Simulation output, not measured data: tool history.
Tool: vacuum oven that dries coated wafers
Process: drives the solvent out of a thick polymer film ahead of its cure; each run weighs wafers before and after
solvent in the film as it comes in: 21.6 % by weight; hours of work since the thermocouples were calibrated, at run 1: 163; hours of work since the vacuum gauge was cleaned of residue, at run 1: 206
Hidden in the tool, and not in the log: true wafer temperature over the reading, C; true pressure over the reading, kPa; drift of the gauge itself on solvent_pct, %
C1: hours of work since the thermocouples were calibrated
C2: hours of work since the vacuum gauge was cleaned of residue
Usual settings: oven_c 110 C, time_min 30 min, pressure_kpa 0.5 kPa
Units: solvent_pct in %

Run 1, hour 0: usual settings; C1 163; C2 206. Result: solvent_pct 1.18 %.
Run 2, hour 17.1: usual settings but pressure_kpa 1.285 kPa; C1 172; C2 215. Result: solvent_pct 1.46 %.
Run 3, hour 34.6: usual settings but pressure_kpa 1.285 kPa; C1 182; C2 224. Result: solvent_pct 1.39 %.
Run 4, hour 70.7: usual settings but pressure_kpa 1.285 kPa; C1 201; C2 243. Result: solvent_pct 1.46 %.
Run 5, hour 96.2: usual settings but pressure_kpa 1.285 kPa; C1 214; C2 257. Result: solvent_pct 1.49 %.
Run 6, hour 129.2: usual settings but pressure_kpa 1.285 kPa; C1 232; C2 274. Result: solvent_pct 1.47 %.
Run 7, hour 155: usual settings; C1 245; C2 288. Result: solvent_pct 1.02 %.
Run 8, hour 187.4: usual settings; C1 263; C2 305. Result: solvent_pct 1.1 %.
Run 9, hour 203.9: usual settings but oven_c 98 C, pressure_kpa 0.422 kPa; C1 271; C2 314. Result: solvent_pct 4.66 %.
At hour 209.3: oven's thermocouples calibrated.
Run 10, hour 226: usual settings but oven_c 103 C, pressure_kpa 1.26 kPa; C1 9; C2 324. Result: solvent_pct 3.11 %.
Run 11, hour 251.4: usual settings but pressure_kpa 0.7 kPa; C1 22; C2 338. Result: solvent_pct 1.12 %.
Run 12, hour 280.2: usual settings but oven_c 95 C, pressure_kpa 0.812 kPa; C1 38; C2 353. Result: solvent_pct 6.02 %.
Run 13, hour 313.6: usual settings but pressure_kpa 1.895 kPa; C1 55; C2 371. Result: solvent_pct 1.67 %.
Run 14, hour 335.7: usual settings but oven_c 120 C, time_min 26 min, pressure_kpa 1.012 kPa; C1 67; C2 382. Result: solvent_pct 0.48 %.
Run 15, hour 370.4: usual settings but oven_c 120 C, pressure_kpa 1.063 kPa; C1 85; C2 401. Result: solvent_pct 0.4 %.
Run 16, hour 392.3: usual settings but oven_c 99 C, time_min 17 min, pressure_kpa 1.878 kPa; C1 97; C2 412. Result: solvent_pct 8.5 %.

Measured less the same run without the tool's hidden state. The same run-to-run variation is in both; the gauge's scatter may not be:
run  solvent_pct
  1        -0.01
  2        -0.02
  3        -0.01
  4        -0.02
  5        -0.01
  6        -0.02
  7        -0.01
  8        -0.02
  9        -0.11
 10         -0.1
 11        -0.03
 12        -0.15
 13        -0.04
 14        +0.01
 15        +0.03
 16        -0.19
